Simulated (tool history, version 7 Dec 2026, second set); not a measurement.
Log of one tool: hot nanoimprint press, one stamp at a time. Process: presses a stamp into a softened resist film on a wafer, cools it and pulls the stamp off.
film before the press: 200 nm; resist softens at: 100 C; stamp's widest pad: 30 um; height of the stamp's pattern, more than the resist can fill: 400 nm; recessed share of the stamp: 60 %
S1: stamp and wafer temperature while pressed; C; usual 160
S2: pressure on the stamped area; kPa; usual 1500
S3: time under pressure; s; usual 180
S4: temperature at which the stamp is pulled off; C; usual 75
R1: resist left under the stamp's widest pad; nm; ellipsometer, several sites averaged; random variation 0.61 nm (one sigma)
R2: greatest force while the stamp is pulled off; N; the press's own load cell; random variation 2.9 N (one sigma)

{"run": 1, "hour": 0.0, "S1": 160, "S2": 1500, "S3": 180, "S4": 75, "R1": 99, "R2": 141}
{"run": 2, "hour": 53.7, "S1": 160, "S2": 1500, "S3": 180, "S4": 75, "R1": 99.1, "R2": 141}
{"run": 3, "hour": 127.6, "S1": 160, "S2": 1020, "S3": 180, "S4": 75, "R1": 118.4, "R2": 137}
{"run": 4, "hour": 199.5, "S1": 160, "S2": 1020, "S3": 180, "S4": 75, "R1": 119.3, "R2": 140}
{"run": 5, "hour": 280.2, "S1": 160, "S2": 1020, "S3": 180, "S4": 75, "R1": 118.9, "R2": 138}
{"hour": 328.0, "done": "stamp cleaned and given a new release coat"}
{"run": 6, "hour": 360.7, "S1": 160, "S2": 1020, "S3": 180, "S4": 75, "R1": 118.5, "R2": 141}
{"run": 7, "hour": 398.0, "S1": 160, "S2": 1020, "S3": 180, "S4": 61, "R1": 119.1, "R2": 166}
{"run": 8, "hour": 434.3, "S1": 162, "S2": 1500, "S3": 180, "S4": 73, "R1": 91.7, "R2": 142}
{"run": 9, "hour": 493.3, "S1": 154, "S2": 1500, "S3": 180, "S4": 73, "R1": 128.8, "R2": 141}
{"hour": 533.2, "done": "plate thermocouple calibrated"}
{"run": 10, "hour": 533.2, "S1": 169, "S2": 1140, "S3": 124, "S4": 75, "R1": 87.9, "R2": 136}

Forecast each of these 3 alternatives for the next run:
{"run": "A", "hour": 608.6, "S1": 153, "S2": 1320, "S3": 159, "S4": 75, "R1": "?", "R2": "?"}
{"run": "B", "hour": 608.6, "S1": 151, "S2": 1810, "S3": 102, "S4": 75, "R1": "?", "R2": "?"}
{"run": "C", "hour": 608.6, "S1": 169, "S2": 1140, "S3": 124, "S4": 77, "R1": "?", "R2": "?"}

run=A R1=143.9 R2=139
run=B R1=152.3 R2=141
run=C R1=87.4 R2=136
Without the tool's hidden state the same runs would have given:
run=A R1=143.8 R2=139
run=B R1=152.3 R2=141
run=C R1=87.4 R2=135
